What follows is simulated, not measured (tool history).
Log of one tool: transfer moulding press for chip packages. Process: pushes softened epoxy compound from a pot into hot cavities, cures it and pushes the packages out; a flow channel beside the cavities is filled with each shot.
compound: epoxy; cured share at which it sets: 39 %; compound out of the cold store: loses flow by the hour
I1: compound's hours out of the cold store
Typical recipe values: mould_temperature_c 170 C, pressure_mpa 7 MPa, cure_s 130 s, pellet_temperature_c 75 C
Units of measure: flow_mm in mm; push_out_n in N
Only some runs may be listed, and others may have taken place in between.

Run 1, hour 0: usual settings; I1 37.8. Result: flow_mm 599 mm, push_out_n 382 N.
At hour 51.5: cavities cleaned with cleaning compound and waxed.
Run 2, hour 83.4: usual settings; I1 20.4. Result: flow_mm 650 mm, push_out_n 402 N.
At hour 133.6: cavities cleaned with cleaning compound and waxed.
Run 3, hour 168.7: usual settings but mould_temperature_c 169 C; I1 28.2. Result: flow_mm 620 mm, push_out_n 420 N.
At hour 219: cavities cleaned with cleaning compound and waxed.
At hour 227.4: mould's thermocouples calibrated.
Run 4, hour 227.4: usual settings but mould_temperature_c 169 C; I1 38.5. Result: flow_mm 587 mm, push_out_n 307 N.
At hour 307.1: cavities cleaned with cleaning compound and waxed.
Run 5, hour 332.2: usual settings but mould_temperature_c 169 C; I1 31.4. Result: flow_mm 604 mm, push_out_n 393 N.
At hour 391.2: cavities cleaned with cleaning compound and waxed.
At hour 418.8: plunger's sealing rings changed.
Run 6, hour 424.7: usual settings but pellet_temperature_c 69 C; I1 37.2. Result: flow_mm 600 mm, push_out_n 390 N.
At hour 476.2: mould's thermocouples calibrated, once more.
At hour 477.7: cavities cleaned with cleaning compound and waxed.
Run 7, hour 498.1: usual settings but pellet_temperature_c 69 C; I1 41.3. Result: flow_mm 579 mm, push_out_n 356 N.
At hour 561.7: cavities cleaned with cleaning compound and waxed.
Run 8, hour 589.7: usual settings; I1 32.1. Result: flow_mm 607 mm, push_out_n 346 N.
At hour 644.8: cavities cleaned with cleaning compound and waxed.
Run 9, hour 675.5: usual settings; I1 16. Result: flow_mm 658 mm, push_out_n 373 N.
Run 10, hour 718.1: usual settings but cure_s 110 s; I1 23.4. Result: flow_mm 624 mm, push_out_n 559 N.
At hour 728.3: cavities cleaned with cleaning compound and waxed.
Run 11, hour 789.3: usual settings but cure_s 110 s; I1 17.7. Result: flow_mm 646 mm, push_out_n 560 N.
At hour 809.8: cavities cleaned with cleaning compound and waxed.
At hour 861.7: plunger's sealing rings changed.
At hour 894.6: cavities cleaned with cleaning compound and waxed.
Run 12, hour 894.6: usual settings but cure_s 123 s; I1 33.1. Result: flow_mm 609 mm, push_out_n 277 N.
Run 13, hour 948.3: usual settings but pellet_temperature_c 77 C; I1 23.8. Result: flow_mm 636 mm, push_out_n 437 N.
At hour 976.4: cavities cleaned with cleaning compound and waxed.
Run 14, hour 1022: usual settings but mould_temperature_c 175 C; I1 18.6. Result: flow_mm 637 mm, push_out_n 378 N.
At hour 1057.4: cavities cleaned with cleaning compound and waxed.
Run 15, hour 1087.9: usual settings but pellet_temperature_c 79 C; I1 29.8. Result: flow_mm 612 mm, push_out_n 361 N.
At hour 1137.8: cavities cleaned with cleaning compound and waxed.
Run 16, hour 1144.4: usual settings but pellet_temperature_c 79 C; I1 23.3. Result: flow_mm 631 mm, push_out_n 304 N.
Run 17, hour 1194.9: usual settings but pellet_temperature_c 79 C; I1 38.9. Result: flow_mm 576 mm, push_out_n 439 N.
At hour 1217.5: cavities cleaned with cleaning compound and waxed.
Run 18, hour 1290.3: usual settings but mould_temperature_c 175 C, pressure_mpa 6.62 MPa, pellet_temperature_c 83 C; I1 27.3. Result: flow_mm 575 mm, push_out_n 416 N.
At hour 1299.4: plunger's sealing rings changed.
At hour 1300.9: cavities cleaned with cleaning compound and waxed.
At hour 1384.5: cavities cleaned with cleaning compound and waxed.
Run 19, hour 1391.7: usual settings but pressure_mpa 5.78 MPa, cure_s 154 s, pellet_temperature_c 74 C; I1 24. Result: flow_mm 580 mm, push_out_n 270 N.
At hour 1466: cavities cleaned with cleaning compound and waxed.
Run 20, hour 1491.8: usual settings but pressure_mpa 7.34 MPa; I1 16.1. Result: flow_mm 675 mm, push_out_n 385 N.
Run 21, hour 1542.9: usual settings but mould_temperature_c 174 C, pressure_mpa 8.11 MPa, cure_s 133 s, pellet_temperature_c 67 C; I1 40.7. Result: flow_mm 610 mm, push_out_n 422 N.
At hour 1552.2: cavities cleaned with cleaning compound and waxed.
Run 22, hour 1599.3: usual settings but mould_temperature_c 174 C, pressure_mpa 8.11 MPa, cure_s 133 s, pellet_temperature_c 67 C; I1 33.3. Result: flow_mm 629 mm, push_out_n 391 N.
At hour 1631.9: cavities cleaned with cleaning compound and waxed.
Run 23, hour 1686.3: usual settings but mould_temperature_c 176 C, pressure_mpa 5.37 MPa, cure_s 112 s, pellet_temperature_c 78 C; I1 32.5. Result: flow_mm 506 mm, push_out_n 404 N.
At hour 1712.6: cavities cleaned with cleaning compound and waxed.
At hour 1738.5: plunger's sealing rings changed.
At hour 1794.4: cavities cleaned with cleaning compound and waxed.
Run 24, hour 1794.4: usual settings but mould_temperature_c 176 C, pressure_mpa 5.37 MPa, cure_s 112 s, pellet_temperature_c 78 C; I1 38.5. Result: flow_mm 503 mm, push_out_n 258 N.
At hour 1878.2: cavities cleaned with cleaning compound and waxed.
Run 25, hour 1896.6: usual settings but mould_temperature_c 176 C, pressure_mpa 5.47 MPa, cure_s 112 s, pellet_temperature_c 78 C; I1 33.5. Result: flow_mm 518 mm, push_out_n 328 N.

The same runs without the tool's hidden state, with the same run-to-run variation:
Hidden state present: true mould temperature over the reading, C; pressure that reaches the compound, % of what is set; grip of the stained cavities, % over clean ones'; drift of the gauge itself on flow_mm, %; drift of the gauge itself on push_out_n, %.
run  flow_mm  push_out_n
  1      597         254
  2      653         256
  3      626         263
  4      595         257
  5      617         256
  6      596         255
  7      582         258
  8      613         240
  9      670         250
 10      637         305
 11      663         316
 12      610         273
 13      639         252
 14      643         233
 15      621         241
 16      643         256
 17      590         252
 18      593         229
 19      583         236
 20      683         268
 21      620         232
 22      642         242
 23      520         235
 24      503         249
 25      522         244
